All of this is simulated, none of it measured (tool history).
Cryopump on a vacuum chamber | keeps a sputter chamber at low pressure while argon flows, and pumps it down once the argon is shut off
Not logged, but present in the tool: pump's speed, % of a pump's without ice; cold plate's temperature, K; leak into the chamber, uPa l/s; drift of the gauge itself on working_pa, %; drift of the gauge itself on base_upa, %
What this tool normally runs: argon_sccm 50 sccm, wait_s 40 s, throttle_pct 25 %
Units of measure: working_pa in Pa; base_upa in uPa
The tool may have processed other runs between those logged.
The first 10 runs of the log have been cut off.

| run | hour | argon_sccm | wait_s | throttle_pct | hours of work since the pump was warmed up and emptied | hours of work since the cold head was overhauled | hours of work since the chamber's fittings were tightened | working_pa | base_upa |
|---|---|---|---|---|---|---|---|---|---|
| 11 | 322.0 | 50 | 40 | 25 | 25 | 955 | 919 | 0.3437 | 3.91 |
| 12 | 348.2 | 50 | 23 | 25 | 40 | 969 | 934 | 0.3419 | 6.34 |
| 13 | 368.6 | 50 | 23 | 25 | 51 | 981 | 945 | 0.3438 | 6.27 |
| 14 | 408.0 | 50 | 23 | 25 | 73 | 1003 | 967 | 0.3450 | 6.38 |
| 15 | 446.8 | 50 | 23 | 25 | 95 | 1024 | 989 | 0.3440 | 6.25 |
| 16 | 479.7 | 50 | 23 | 25 | 113 | 1043 | 1007 | 0.3464 | 6.39 |
| 17 | 502.3 | 50 | 23 | 25 | 125 | 1055 | 1020 | 0.3453 | 6.40 |
| 18 | 541.8 | 50 | 65 | 25 | 147 | 1077 | 1042 | 0.3486 | 2.78 |
| 19 | 567.1 | 50 | 65 | 25 | 162 | 1091 | 1056 | 0.3496 | 2.75 |
| 20 | 612.4 | 50 | 65 | 25 | 187 | 1117 | 1081 | 0.3453 | 2.80 |
| 21 | 648.7 | 41 | 71 | 29 | 207 | 1137 | 1101 | 0.2463 | 2.64 |
| 22 | 687.3 | 32 | 71 | 17 | 228 | 1158 | 1123 | 0.3263 | 2.68 |
| 23 | 722.8 | 50 | 236 | 25 | 248 | 1178 | 1142 | 0.3510 | 1.45 |
| 24 | 749.9 | 39 | 40 | 32 | 263 | 1193 | 1157 | 0.2168 | 4.14 |
| 25 | 786.9 | 39 | 40 | 32 | 284 | 1214 | 1178 | 0.2160 | 4.14 |
| 26 | 814.5 | 39 | 40 | 32 | 299 | 1229 | 1193 | 0.2150 | 4.12 |
| 27 | 854.2 | 60 | 24 | 25 | 321 | 1251 | 1216 | 0.4241 | 6.39 |
| 28 | 877.1 | 26 | 24 | 42 | 334 | 1264 | 1228 | 0.1096 | 6.31 |
| 29 | 922.4 | 50 | 98 | 24 | 359 | 1289 | 1254 | 0.3703 | 2.29 |
| 30 | 960.5 | 50 | 51 | 54 | 381 | 1311 | 1275 | 0.1683 | 3.53 |
| 31 | 1005.0 | 91 | 40 | 25 | 405 | 1335 | 1300 | 0.6416 | 4.31 |
| 32 | 1043.1 | 91 | 40 | 25 | 427 | 1357 | 1321 | 0.6472 | 4.22 |
| 33 | 1074.3 | 52 | 40 | 56 | 444 | 1374 | 1338 | 0.1723 | 4.15 |
| 34 | 1101.4 | 52 | 40 | 56 | 459 | 1389 | 1353 | 0.1726 | 4.16 |
| 35 | 1130.1 | 50 | 32 | 34 | 475 | 1405 | 1369 | 0.2664 | 5.12 |

Branching from run 35: 3 alternative next runs. What would each branch give?
| A | 1160.1 | 97 | 220 | 26 | 492 | 1422 | 1386 | ? | ? |
| B | 1160.1 | 50 | 108 | 34 | 492 | 1422 | 1386 | ? | ? |
| C | 1160.1 | 68 | 40 | 25 | 492 | 1422 | 1386 | ? | ? |

| run | working_pa | base_upa |
|---|---|---|
| A | 0.6655 | 1.64 |
| B | 0.2655 | 2.23 |
| C | 0.4841 | 4.25 |
Had the tool no hidden state, the same runs would have come out as:
| run | working_pa | base_upa |
|---|---|---|
| A | 0.6382 | 0.88 |
| B | 0.2515 | 1.49 |
| C | 0.4650 | 3.51 |
